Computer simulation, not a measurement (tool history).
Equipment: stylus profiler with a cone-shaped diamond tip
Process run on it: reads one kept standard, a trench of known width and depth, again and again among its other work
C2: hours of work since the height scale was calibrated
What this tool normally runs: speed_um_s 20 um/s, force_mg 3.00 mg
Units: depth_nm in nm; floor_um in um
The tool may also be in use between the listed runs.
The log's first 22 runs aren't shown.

run 23 hour=1779.1 | speed_um_s=20 force_mg=3.00 | scans_with_this_tip=13831 C2=1155 | depth_nm=100.99 floor_um=18.66
run 24 hour=1849.0 | speed_um_s=53 force_mg=3.41 | scans_with_this_tip=14479 C2=1210 | depth_nm=101.10 floor_um=18.51
run 25 hour=1897.1 | speed_um_s=16 force_mg=3.56 | scans_with_this_tip=14925 C2=1247 | depth_nm=101.02 floor_um=18.65
run 26 hour=1950.2 | speed_um_s=11 force_mg=3.51 | scans_with_this_tip=15417 C2=1288 | depth_nm=101.01 floor_um=18.70
run 27 hour=2049.6 | speed_um_s=23 force_mg=3.42 | scans_with_this_tip=16339 C2=1365 | depth_nm=101.09 floor_um=18.62
run 28 hour=2115.5 | speed_um_s=59 force_mg=3.06 | scans_with_this_tip=16950 C2=1416 | depth_nm=100.98 floor_um=18.56
run 29 hour=2162.6 | speed_um_s=59 force_mg=3.06 | scans_with_this_tip=17387 C2=1453 | depth_nm=100.94 floor_um=18.43
run 30 hour=2221.3 | speed_um_s=16 force_mg=7.50 | scans_with_this_tip=17932 C2=1498 | depth_nm=101.79 floor_um=18.67
run 31 hour=2267.7 | speed_um_s=17 force_mg=1.10 | scans_with_this_tip=18362 C2=1534 | depth_nm=100.49 floor_um=18.64
run 32 hour=2349.0 | speed_um_s=12 force_mg=6.86 | scans_with_this_tip=19115 C2=1597 | depth_nm=101.66 floor_um=18.69
run 33 hour=2419.3 | speed_um_s=12 force_mg=6.86 | scans_with_this_tip=19767 C2=1651 | depth_nm=101.63 floor_um=18.66
run 34 hour=2493.2 | speed_um_s=20 force_mg=7.27 | scans_with_this_tip=20452 C2=1709 | depth_nm=101.78 floor_um=18.71
-- hour=2517.2 height scale calibrated on a step standard
run 35 hour=2563.5 | speed_um_s=20 force_mg=7.27 | scans_with_this_tip=21099 C2=36 | depth_nm=101.79 floor_um=18.74
run 36 hour=2638.5 | speed_um_s=20 force_mg=7.27 | scans_with_this_tip=21795 C2=94 | depth_nm=101.72 floor_um=18.67
run 37 hour=2695.8 | speed_um_s=20 force_mg=7.27 | scans_with_this_tip=22326 C2=138 | depth_nm=101.74 floor_um=18.68
run 38 hour=2791.3 | speed_um_s=20 force_mg=7.27 | scans_with_this_tip=23212 C2=212 | depth_nm=101.73 floor_um=18.69
run 39 hour=2871.5 | speed_um_s=35 force_mg=2.08 | scans_with_this_tip=23955 C2=274 | depth_nm=100.72 floor_um=18.55
run 40 hour=2956.5 | speed_um_s=20 force_mg=1.63 | scans_with_this_tip=24744 C2=340 | depth_nm=100.60 floor_um=18.62
run 41 hour=3013.2 | speed_um_s=79 force_mg=2.01 | scans_with_this_tip=25269 C2=384 | depth_nm=100.75 floor_um=18.39
run 42 hour=3068.2 | speed_um_s=6 force_mg=2.01 | scans_with_this_tip=25779 C2=427 | depth_nm=100.72 floor_um=18.70
run 43 hour=3148.4 | speed_um_s=6 force_mg=2.01 | scans_with_this_tip=26522 C2=489 | depth_nm=100.75 floor_um=18.67
run 44 hour=3230.1 | speed_um_s=38 force_mg=2.61 | scans_with_this_tip=27280 C2=552 | depth_nm=100.86 floor_um=18.56
run 45 hour=3332.4 | speed_um_s=66 force_mg=5.66 | scans_with_this_tip=28229 C2=631 | depth_nm=101.44 floor_um=18.47
run 46 hour=3390.3 | speed_um_s=66 force_mg=5.66 | scans_with_this_tip=28766 C2=676 | depth_nm=101.51 floor_um=18.51

Each row is a separate what-if for the run after 46, all from the same tool condition, not one after another. Results?
run A hour=3457.9 | speed_um_s=18 force_mg=1.19 | scans_with_this_tip=29392 C2=729 | depth_nm=? floor_um=?
run B hour=3457.9 | speed_um_s=67 force_mg=5.12 | scans_with_this_tip=29392 C2=729 | depth_nm=? floor_um=?
run C hour=3457.9 | speed_um_s=20 force_mg=7.49 | scans_with_this_tip=29392 C2=729 | depth_nm=? floor_um=?

run=A depth_nm=100.46 floor_um=18.68
run=B depth_nm=101.39 floor_um=18.48
run=C depth_nm=101.82 floor_um=18.73
With no hidden state in the tool, these same runs would have given:
run=A depth_nm=100.47 floor_um=18.69
run=B depth_nm=101.39 floor_um=18.49
run=C depth_nm=101.82 floor_um=18.74
